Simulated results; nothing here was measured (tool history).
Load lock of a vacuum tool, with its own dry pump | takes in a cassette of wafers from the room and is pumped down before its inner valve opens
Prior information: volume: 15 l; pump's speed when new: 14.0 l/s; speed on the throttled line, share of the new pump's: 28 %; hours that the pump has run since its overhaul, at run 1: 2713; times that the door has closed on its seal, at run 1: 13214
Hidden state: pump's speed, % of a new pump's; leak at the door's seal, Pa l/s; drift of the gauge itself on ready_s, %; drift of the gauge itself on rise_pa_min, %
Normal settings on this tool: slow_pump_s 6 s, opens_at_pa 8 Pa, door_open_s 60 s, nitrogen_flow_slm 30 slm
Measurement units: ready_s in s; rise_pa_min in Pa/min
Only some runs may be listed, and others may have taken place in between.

run    hour  slow_pump_s  opens_at_pa  door_open_s  nitrogen_flow_slm  hours that the pump has run since its overhaul  times that the door has closed on its seal  incoming humidity of the room's air, %  ready_s  rise_pa_min
  1     0.0            6            8           60                 30                                            2713                                       13214                                    41.1     14.9        0.072
  2   204.4            6            8           28                 30                                            2917                                       13712                                    40.7     14.7        0.065
  3   331.0            6            8           28                 30                                            3044                                       14021                                    46.3     15.0        0.072
  4   451.2            6            8           60                  5                                            3164                                       14314                                    47.4     14.8        0.114
  5   656.3            4            8           60                  5                                            3369                                       14814                                    45.4     13.9        0.116
  6   910.6            4            8           60                  5                                            3623                                       15434                                    44.6     13.5        0.115
  7  1195.5            4            8           60                  5                                            3908                                       16129                                    40.5     13.4        0.112
  8  1480.9            4           15           60                  5                                            4194                                       16825                                    49.9     12.8        0.127
  9  1688.1            4           15           60                  5                                            4401                                       17330                                    47.7     12.7        0.131
 10  1898.1            4           15           60                  5                                            4611                                       17842                                    42.3     12.6        0.126
 11  2053.4            4           15           60                  5                                            4766                                       18221                                    43.8     12.7        0.128
 12  2256.5            4           14           60                 24                                            4969                                       18716                                    43.2     12.8        0.103
 13  2507.4            4           14           60                 24                                            5220                                       19328                                    43.2     13.0        0.110
 14  2762.4            5           14           80                  9                                            5475                                       19949                                    45.0     13.4        0.140
 15  2971.4            8           10           60                 18                                            5684                                       20459                                    46.1     16.0        0.117
 16  3256.7            8           10           60                 18                                            5969                                       21154                                    44.2     16.4        0.125
 17  3448.0            7            8           60                 30                                            6161                                       21621                                    43.2     15.6        0.109
 18  3632.3            7            9           60                 30                                            6345                                       22070                                    44.6     15.7        0.116
 19  3860.6            7            9           60                 30                                            6573                                       22627                                    42.7     15.6        0.119
 20  4086.8            6            9           39                 36                                            6799                                       23178                                    44.7     14.7        0.115
 21  4204.0            6           11           60                 11                                            6917                                       23464                                    45.6     14.6        0.141
 22  4489.5            6           11           60                 11                                            7202                                       24160                                    44.4     14.7        0.147

Had the tool no unlogged condition, and each run kept its random variation, what would the results have been?
run  ready_s  rise_pa_min
  1     14.8        0.026
  2     14.5        0.019
  3     14.8        0.025
  4     14.6        0.065
  5     13.6        0.064
  6     13.2        0.061
  7     13.1        0.054
  8     12.5        0.067
  9     12.4        0.068
 10     12.2        0.061
 11     12.3        0.061
 12     12.5        0.033
 13     12.6        0.036
 14     13.0        0.064
 15     15.6        0.039
 16     16.0        0.041
 17     15.1        0.023
 18     15.2        0.027
 19     15.1        0.028
 20     14.1        0.022
 21     14.0        0.046
 22     14.2        0.047
